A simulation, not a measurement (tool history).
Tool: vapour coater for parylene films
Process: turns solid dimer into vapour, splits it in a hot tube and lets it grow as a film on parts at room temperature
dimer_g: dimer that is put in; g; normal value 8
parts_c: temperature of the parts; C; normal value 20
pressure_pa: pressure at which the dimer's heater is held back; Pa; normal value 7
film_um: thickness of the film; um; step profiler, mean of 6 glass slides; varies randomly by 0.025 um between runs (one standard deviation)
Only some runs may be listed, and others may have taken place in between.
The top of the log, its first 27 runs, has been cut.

| run | hour | dimer_g | parts_c | pressure_pa | hours of work since the trap's valve was overhauled | hours of work since the table's thermometer was calibrated | film_um |
|---|---|---|---|---|---|---|---|
| 28 | 1304.1 | 11 | 19 | 3.72 | 146 | 1043 | 2.76 |
| 29 | 1343 | 11 | 19 | 3.72 | 173 | 1069 | 2.77 |
| 30 | 1394.7 | 11 | 19 | 3.72 | 208 | 1105 | 2.69 |
| 31 | 1449 | 11 | 22 | 7.03 | 245 | 1142 | 2.3 |
| 32 | 1488.7 | 13 | 28 | 9.99 | 273 | 1170 | 2.06 |
| 33 | 1526 | 5 | 17 | 2.01 | 298 | 1195 | 1.38 |
| 34 | 1561.4 | 5 | 17 | 2.01 | 323 | 1220 | 1.48 |
|  | 1584.3 | table's thermometer calibrated |
| 35 | 1597.1 | 5 | 14 | 5.72 | 347 | 9 | 1.47 |
| 36 | 1642.9 | 3 | 29 | 2.18 | 378 | 40 | 0.53 |
| 37 | 1693.2 | 5 | 26 | 3.2 | 413 | 75 | 0.97 |
| 38 | 1732.5 | 5 | 26 | 3.2 | 440 | 102 | 0.94 |
| 39 | 1796.5 | 5 | 26 | 5.9 | 484 | 146 | 0.92 |
| 40 | 1859 | 5 | 26 | 5.9 | 527 | 189 | 0.9 |
| 41 | 1889.8 | 5 | 26 | 5.9 | 548 | 210 | 0.89 |
| 42 | 1919.8 | 7 | 29 | 2.66 | 568 | 231 | 1.26 |
| 43 | 1981.5 | 14 | 31 | 5.42 | 611 | 273 | 2.12 |
| 44 | 2029.5 | 14 | 31 | 5.42 | 644 | 306 | 2.14 |
|  | 2058.9 | trap's valve overhauled |
| 45 | 2095.2 | 8 | 24 | 7 | 25 | 348 | 1.52 |
| 46 | 2132.1 | 3 | 29 | 7.1 | 50 | 374 | 0.48 |
| 47 | 2159.8 | 3 | 25 | 7.1 | 69 | 393 | 0.59 |
| 48 | 2188.2 | 11 | 20 | 7.46 | 89 | 412 | 2.43 |

3 options for the next run, each taken on its own from the tool as it stands now. Forecast them:
| A | 2252.2 | 8 | 23 | 7 | 133 | 456 | ? |
| B | 2252.2 | 8 | 20 | 7.46 | 133 | 456 | ? |
| C | 2252.2 | 4 | 20 | 7 | 133 | 456 | ? |

| run | film_um |
|---|---|
| A | 1.6 |
| B | 1.75 |
| C | 0.9 |
Had the tool no hidden state, the same runs would have come out as:
| run | film_um |
|---|---|
| A | 1.61 |
| B | 1.76 |
| C | 0.9 |
